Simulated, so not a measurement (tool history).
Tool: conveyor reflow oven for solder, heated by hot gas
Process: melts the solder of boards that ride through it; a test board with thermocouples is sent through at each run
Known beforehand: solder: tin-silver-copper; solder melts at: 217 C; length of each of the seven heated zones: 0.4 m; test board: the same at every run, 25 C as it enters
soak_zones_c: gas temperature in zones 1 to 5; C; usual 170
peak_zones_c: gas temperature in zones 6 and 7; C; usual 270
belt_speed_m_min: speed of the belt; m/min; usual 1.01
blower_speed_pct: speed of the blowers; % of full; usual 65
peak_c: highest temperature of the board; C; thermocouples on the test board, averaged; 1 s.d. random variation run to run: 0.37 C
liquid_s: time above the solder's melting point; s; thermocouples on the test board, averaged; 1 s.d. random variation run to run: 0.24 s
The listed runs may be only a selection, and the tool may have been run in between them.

{"run": 1, "hour": 0.0, "soak_zones_c": 170, "peak_zones_c": 270, "belt_speed_m_min": 1.01, "blower_speed_pct": 65, "peak_c": 248.1, "liquid_s": 31.9}
{"run": 2, "hour": 24.9, "soak_zones_c": 170, "peak_zones_c": 270, "belt_speed_m_min": 1.01, "blower_speed_pct": 65, "peak_c": 248.4, "liquid_s": 31.8}
{"run": 3, "hour": 59.8, "soak_zones_c": 170, "peak_zones_c": 270, "belt_speed_m_min": 1.01, "blower_speed_pct": 65, "peak_c": 247.3, "liquid_s": 31.6}
{"run": 4, "hour": 93.3, "soak_zones_c": 170, "peak_zones_c": 270, "belt_speed_m_min": 1.01, "blower_speed_pct": 65, "peak_c": 247.3, "liquid_s": 31.1}
{"run": 5, "hour": 121.4, "soak_zones_c": 170, "peak_zones_c": 270, "belt_speed_m_min": 1.01, "blower_speed_pct": 65, "peak_c": 247.0, "liquid_s": 31.9}
{"run": 6, "hour": 165.8, "soak_zones_c": 170, "peak_zones_c": 270, "belt_speed_m_min": 1.0, "blower_speed_pct": 65, "peak_c": 246.8, "liquid_s": 32.3}
{"run": 7, "hour": 195.9, "soak_zones_c": 170, "peak_zones_c": 270, "belt_speed_m_min": 1.01, "blower_speed_pct": 65, "peak_c": 247.0, "liquid_s": 31.0}
{"run": 8, "hour": 235.4, "soak_zones_c": 170, "peak_zones_c": 270, "belt_speed_m_min": 1.01, "blower_speed_pct": 65, "peak_c": 246.1, "liquid_s": 31.0}
{"hour": 244.8, "done": "flux residue cleaned out of gas plates and filters"}
{"run": 9, "hour": 285.3, "soak_zones_c": 170, "peak_zones_c": 270, "belt_speed_m_min": 1.01, "blower_speed_pct": 65, "peak_c": 245.1, "liquid_s": 30.3}
{"run": 10, "hour": 306.6, "soak_zones_c": 170, "peak_zones_c": 270, "belt_speed_m_min": 1.01, "blower_speed_pct": 65, "peak_c": 244.6, "liquid_s": 29.8}
{"run": 11, "hour": 354.0, "soak_zones_c": 170, "peak_zones_c": 270, "belt_speed_m_min": 1.01, "blower_speed_pct": 55, "peak_c": 240.4, "liquid_s": 25.7}
{"run": 12, "hour": 390.8, "soak_zones_c": 170, "peak_zones_c": 270, "belt_speed_m_min": 1.01, "blower_speed_pct": 55, "peak_c": 239.5, "liquid_s": 25.5}
{"run": 13, "hour": 426.8, "soak_zones_c": 170, "peak_zones_c": 270, "belt_speed_m_min": 1.01, "blower_speed_pct": 55, "peak_c": 239.5, "liquid_s": 25.6}
{"run": 14, "hour": 458.8, "soak_zones_c": 170, "peak_zones_c": 270, "belt_speed_m_min": 1.01, "blower_speed_pct": 55, "peak_c": 239.5, "liquid_s": 25.3}
{"run": 15, "hour": 504.5, "soak_zones_c": 170, "peak_zones_c": 270, "belt_speed_m_min": 1.01, "blower_speed_pct": 55, "peak_c": 238.6, "liquid_s": 25.2}

What will run 16 give?
{"hour": 530.0, "done": "flux residue cleaned out of gas plates and filters, once more"}
{"hour": 545.9, "done": "belt drive overhauled, speed set with a stopwatch"}
{"run": 16, "hour": 561.2, "soak_zones_c": 159, "peak_zones_c": 270, "belt_speed_m_min": 1.16, "blower_speed_pct": 55, "peak_c": "?", "liquid_s": "?"}

For run 16 the tool returned peak_c 234.6 C, liquid_s 16.3 s.
With no hidden state in the tool, this same run would have given peak_c 234.0 C, liquid_s 15.9 s.

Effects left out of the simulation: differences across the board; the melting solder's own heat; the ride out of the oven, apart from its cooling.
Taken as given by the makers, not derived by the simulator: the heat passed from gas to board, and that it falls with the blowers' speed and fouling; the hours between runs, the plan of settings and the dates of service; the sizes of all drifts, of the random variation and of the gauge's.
